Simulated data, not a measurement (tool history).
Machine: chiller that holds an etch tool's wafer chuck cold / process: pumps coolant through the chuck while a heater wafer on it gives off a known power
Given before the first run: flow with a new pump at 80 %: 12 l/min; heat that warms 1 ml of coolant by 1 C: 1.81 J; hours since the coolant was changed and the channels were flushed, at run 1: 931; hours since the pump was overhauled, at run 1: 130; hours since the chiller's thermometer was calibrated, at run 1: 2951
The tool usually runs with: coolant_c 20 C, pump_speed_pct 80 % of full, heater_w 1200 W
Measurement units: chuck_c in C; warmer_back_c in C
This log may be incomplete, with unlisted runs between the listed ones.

run	day	coolant_c	pump_speed_pct	heater_w	hours since the coolant was changed and the channels were flushed	hours since the pump was overhauled	hours since the chiller's thermometer was calibrated	chuck_c	warmer_back_c
1	0	20	80	1200	931	130	2951	31.2	3.35
2	1.904	20	80	1200	976	176	2997	31.1	3.3
3	3.762	20	80	1200	1021	220	3042	30.9	3.37
4	5.325	20	80	1200	1059	258	3079	31.3	3.27
5	7.146	20	80	1177	1102	301	3123	30.9	3.27
6	8.379	20	80	1177	1132	331	3152	31	3.28
7	9.775	20	76	1200	1165	365	3186	31.6	3.49
8	11.179	20	76	1200	1199	398	3220	31.6	3.54
9	13.267	16	80	1200	1249	448	3270	27.1	3.33
10	15	20	80	1200	1291	490	3311	31.2	3.34
11	16.421	20	80	1200	1325	524	3345	31.3	3.4
12	17.896	20	80	1200	1360	559	3381	31.4	3.31
13	18.9	17	92	1492	1384	584	3405	29.5	3.58
# day 19.092: chiller's thermometer calibrated
14	20.029	11	61	800	1410	610	22	20	2.91
15	22.071	11	61	800	1459	659	72	20.2	2.93
16	23.096	16	80	1066	1484	683	96	25.8	3.01
17	24.767	16	79	1599	1524	723	136	31.1	4.54
18	26.596	25	80	1461	1568	767	180	38.8	4.05
# day 27.533: chiller's thermometer calibrated, once more
19	27.8	25	80	1461	1596	795	6	39.1	4.1
20	28.721	25	80	1461	1618	817	28	39.3	4.11
21	29.921	13	87	643	1647	846	57	18.9	1.71
22	31.838	15	98	862	1693	892	103	22	2.01
23	33.283	15	98	862	1728	927	138	22.2	1.95
24	34.479	20	80	1792	1756	956	167	37.5	5.07

Selected run-to-run steps in chuck_c, each split into two signed amounts: the part the tool would show with no hidden state at all (from settings, incoming material and random variation), and the remainder, which goes to the hidden state together with any gauge scatter not common to the measured and the hidden-state-free results:
Hidden conditions of the tool in this case: heat passed by the chuck's channels, % of clean ones'; flow at a given pump speed, % of a new pump's; coolant's true temperature over the reading, C; drift of the gauge itself on chuck_c, C; drift of the gauge itself on warmer_back_c, C.
Run 18 -> 19: chiller's thermometer calibrated, once more. chuck_c +0.3 C: hidden state +0.5, all else -0.2.
Run 20 -> 21: coolant_c 25 -> 13, pump_speed_pct 80 -> 87, heater_w 1461 -> 643. chuck_c -20.4 C: hidden state -0.3, all else -20.1.
Run 23 -> 24: coolant_c 15 -> 20, pump_speed_pct 98 -> 80, heater_w 862 -> 1792. chuck_c +15.3 C: hidden state +0.4, all else +14.9.

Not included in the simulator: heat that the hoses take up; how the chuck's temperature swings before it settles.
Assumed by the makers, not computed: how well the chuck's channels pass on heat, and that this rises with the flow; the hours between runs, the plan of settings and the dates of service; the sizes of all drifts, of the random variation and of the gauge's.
